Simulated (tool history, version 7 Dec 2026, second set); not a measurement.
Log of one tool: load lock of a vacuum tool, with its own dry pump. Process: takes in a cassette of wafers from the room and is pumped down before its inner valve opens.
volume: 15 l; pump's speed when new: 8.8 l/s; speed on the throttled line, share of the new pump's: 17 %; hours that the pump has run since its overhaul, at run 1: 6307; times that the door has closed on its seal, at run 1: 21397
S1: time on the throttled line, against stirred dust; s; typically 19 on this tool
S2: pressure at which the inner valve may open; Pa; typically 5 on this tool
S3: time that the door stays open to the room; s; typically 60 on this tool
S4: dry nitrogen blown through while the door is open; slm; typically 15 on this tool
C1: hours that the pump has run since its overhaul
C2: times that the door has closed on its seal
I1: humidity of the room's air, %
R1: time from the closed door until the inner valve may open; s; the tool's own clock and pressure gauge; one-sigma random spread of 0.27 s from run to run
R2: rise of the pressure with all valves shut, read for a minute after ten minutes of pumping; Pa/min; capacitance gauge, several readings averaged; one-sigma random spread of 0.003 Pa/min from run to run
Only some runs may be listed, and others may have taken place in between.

run 1 hour=0 | S1=19 S2=5 S3=60 S4=15 | C1=6307 C2=21397 | I1=42.3 | R1=32.7 R2=0.036
run 2 hour=297.9 | S1=19 S2=5 S3=60 S4=15 | C1=6605 C2=22222 | I1=46 | R1=33 R2=0.035
run 3 hour=482.4 | S1=19 S2=5 S3=60 S4=15 | C1=6789 C2=22734 | I1=47.8 | R1=33.5 R2=0.04
run 4 hour=778.6 | S1=19 S2=5 S3=60 S4=15 | C1=7085 C2=23555 | I1=45.5 | R1=32.8 R2=0.024
run 5 hour=1060.5 | S1=19 S2=5 S3=60 S4=15 | C1=7367 C2=24336 | I1=44.5 | R1=32.6 R2=0.032
run 6 hour=1206.4 | S1=19 S2=5 S3=60 S4=15 | C1=7513 C2=24741 | I1=40.8 | R1=32.8 R2=0.035
run 7 hour=1392.2 | S1=19 S2=5 S3=60 S4=15 | C1=7699 C2=25256 | I1=44.8 | R1=32.5 R2=0.034
run 8 hour=1600.6 | S1=19 S2=5 S3=40 S4=15 | C1=7907 C2=25833 | I1=47.3 | R1=33 R2=0.029
run 9 hour=1926.3 | S1=19 S2=5 S3=40 S4=15 | C1=8233 C2=26736 | I1=41.1 | R1=32.9 R2=0.031
run 10 hour=2188.6 | S1=19 S2=8 S3=60 S4=15 | C1=8495 C2=27464 | I1=43.1 | R1=32.1 R2=0.033
run 11 hour=2360.8 | S1=19 S2=8 S3=60 S4=15 | C1=8668 C2=27941 | I1=47 | R1=32 R2=0.04
run 12 hour=2695.5 | S1=19 S2=8 S3=60 S4=15 | C1=9002 C2=28869 | I1=44.6 | R1=31.9 R2=0.036
run 13 hour=2994.7 | S1=19 S2=8 S3=60 S4=15 | C1=9301 C2=29698 | I1=44.5 | R1=32 R2=0.033
run 14 hour=3204.3 | S1=19 S2=8 S3=60 S4=15 | C1=9511 C2=30279 | I1=46.2 | R1=32 R2=0.037
run 15 hour=3509.1 | S1=12 S2=8 S3=60 S4=15 | C1=9816 C2=31124 | I1=46.5 | R1=26.2 R2=0.039
-- hour=3756.2 dry pump taken out, an overhauled one fitted
run 16 hour=3785.7 | S1=12 S2=8 S3=60 S4=15 | C1=29 C2=31874 | I1=47.3 | R1=26.1 R2=0.038

For run 17, what comes out?
run 17 hour=4105.9 | S1=15 S2=5 S3=60 S4=15 | C1=350 C2=32762 | I1=44.6 | R1=? R2=?

{"run 17": {"R1": 29.3, "R2": 0.035}}
With the hidden condition absent and the run-to-run variation left alone, this run would have shown R1 29.3 s, R2 0.035 Pa/min.

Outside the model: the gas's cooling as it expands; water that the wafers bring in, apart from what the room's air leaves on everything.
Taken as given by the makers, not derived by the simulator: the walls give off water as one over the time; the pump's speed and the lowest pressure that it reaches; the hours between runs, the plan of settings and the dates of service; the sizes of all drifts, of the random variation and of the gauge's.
